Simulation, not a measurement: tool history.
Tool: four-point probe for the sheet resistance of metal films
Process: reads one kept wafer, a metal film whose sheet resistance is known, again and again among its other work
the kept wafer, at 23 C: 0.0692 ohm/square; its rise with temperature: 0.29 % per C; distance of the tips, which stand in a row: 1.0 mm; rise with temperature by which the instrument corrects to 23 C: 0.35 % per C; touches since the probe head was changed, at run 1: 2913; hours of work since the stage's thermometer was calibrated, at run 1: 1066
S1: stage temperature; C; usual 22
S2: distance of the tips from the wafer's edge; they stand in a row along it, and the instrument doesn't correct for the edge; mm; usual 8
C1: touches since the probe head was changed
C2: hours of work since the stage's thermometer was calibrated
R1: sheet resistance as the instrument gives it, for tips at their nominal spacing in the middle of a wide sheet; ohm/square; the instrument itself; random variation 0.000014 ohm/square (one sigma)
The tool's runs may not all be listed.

| run | hour | S1 | S2 | C1 | C2 | R1 |
|---|---|---|---|---|---|---|
| 1 | 0 | 22 | 8 | 2913 | 1066 | 0.06972 |
| 2 | 72.9 | 22 | 8 | 4259 | 1109 | 0.069717 |
| 3 | 132.8 | 22 | 8 | 5365 | 1143 | 0.069691 |
| 4 | 174.8 | 22 | 8 | 6141 | 1168 | 0.069673 |
| 5 | 215.4 | 22 | 8 | 6890 | 1191 | 0.069713 |
| 6 | 293 | 22 | 8 | 8322 | 1236 | 0.069688 |
| 7 | 342.3 | 22 | 5 | 9232 | 1265 | 0.070565 |
| 8 | 426.5 | 22 | 5 | 10787 | 1314 | 0.070592 |
| 9 | 495 | 22 | 8 | 12051 | 1353 | 0.06968 |
| 10 | 573.1 | 22 | 8 | 13493 | 1399 | 0.069672 |
| 11 | 656.7 | 22 | 8 | 15038 | 1447 | 0.069678 |
|  | 664.9 | stage's thermometer calibrated |
| 12 | 745.7 | 22 | 8 | 16671 | 47 | 0.069708 |
| 13 | 785.1 | 22 | 8 | 17398 | 70 | 0.069711 |
| 14 | 870.1 | 22 | 8 | 18968 | 119 | 0.069672 |
| 15 | 926 | 23 | 29 | 20000 | 151 | 0.069111 |
| 16 | 992.8 | 19 | 50 | 21234 | 190 | 0.069246 |
| 17 | 1050.6 | 26 | 68 | 22300 | 224 | 0.068923 |
| 18 | 1118 | 21 | 45 | 23545 | 263 | 0.069157 |
| 19 | 1172.3 | 24 | 4 | 24547 | 294 | 0.071268 |
|  | 1178.6 | stage's thermometer calibrated, once more |
| 20 | 1261.1 | 23 | 47 | 26177 | 48 | 0.068994 |
| 21 | 1311.4 | 23 | 47 | 27106 | 77 | 0.068963 |
| 22 | 1367.9 | 23 | 59 | 28149 | 110 | 0.068961 |
| 23 | 1456.6 | 23 | 59 | 29788 | 161 | 0.068963 |
| 24 | 1523.6 | 33 | 18 | 31023 | 200 | 0.068624 |
| 25 | 1575.8 | 33 | 18 | 31989 | 230 | 0.068633 |

4 ways to go on from here, each from the tool as it stands after run 25. What would each give?
| A | 1669.9 | 31 | 4 | 33725 | 285 | ? |
| B | 1669.9 | 22 | 4 | 33725 | 285 | ? |
| C | 1669.9 | 19 | 6 | 33725 | 285 | ? |
| D | 1669.9 | 18 | 18 | 33725 | 285 | ? |

| run | R1 |
|---|---|
| A | 0.070824 |
| B | 0.071223 |
| C | 0.070145 |
| D | 0.069293 |
Without the tool's hidden state the same runs would have given:
| run | R1 |
|---|---|
| A | 0.071097 |
| B | 0.071498 |
| C | 0.070415 |
| D | 0.069561 |
